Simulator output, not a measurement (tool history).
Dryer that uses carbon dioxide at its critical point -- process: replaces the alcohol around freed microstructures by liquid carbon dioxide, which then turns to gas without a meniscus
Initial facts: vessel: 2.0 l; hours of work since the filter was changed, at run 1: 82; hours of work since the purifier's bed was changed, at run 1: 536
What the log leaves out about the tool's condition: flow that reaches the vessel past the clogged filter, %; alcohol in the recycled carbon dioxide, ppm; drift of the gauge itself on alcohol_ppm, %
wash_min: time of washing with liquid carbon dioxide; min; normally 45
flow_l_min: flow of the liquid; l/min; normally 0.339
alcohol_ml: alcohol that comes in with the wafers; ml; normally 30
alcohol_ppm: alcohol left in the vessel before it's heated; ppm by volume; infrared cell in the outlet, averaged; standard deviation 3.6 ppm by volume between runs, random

run   hour  wash_min  flow_l_min  alcohol_ml  hours of work since the filter was changed  hours of work since the purifier's bed was changed  alcohol_ppm
  1      0        45       0.339          30                                          82                                                 536           45
  2   15.4        45       0.339          30                                          93                                                 547           48
  3   25.8        45       0.339          30                                         101                                                 554           50
  4   41.8        45       0.339          30                                         112                                                 566           42
  5   57.3        45       0.281          30                                         123                                                 577           95
  6     70        45       0.281          30                                         132                                                 586          101
  7   79.2        45       0.281          30                                         139                                                 593           99
  8   93.8        34       0.281          64                                         150                                                 603          604
  9  105.9        34       0.281          64                                         158                                                 612          598
 10  121.7        57       0.499          29                                         170                                                 623           28
 11  140.1        61       0.265          29                                         183                                                 637           45
 12  151.3        61       0.229          29                                         191                                                 645           87
 13  160.1        61       0.262          29                                         197                                                 651           53

5 options for the next run, each taken on its own from the tool as it stands now. Forecast them:
  A  168.3        64       0.483          30                                         203                                                 657            ?
  B  168.3        35       0.324          28                                         203                                                 657            ?
  C  168.3        40       0.246          83                                         203                                                 657            ?
  D  168.3        36       0.262          20                                         203                                                 657            ?
  E  168.3        59       0.346          40                                         203                                                 657            ?

run  alcohol_ppm
  A           31
  B          163
  C          798
  D          246
  E           38
Stripped of hidden state, with their random variation kept, the same runs would have yielded:
run  alcohol_ppm
  A            6
  B           78
  C          463
  D          137
  E            9
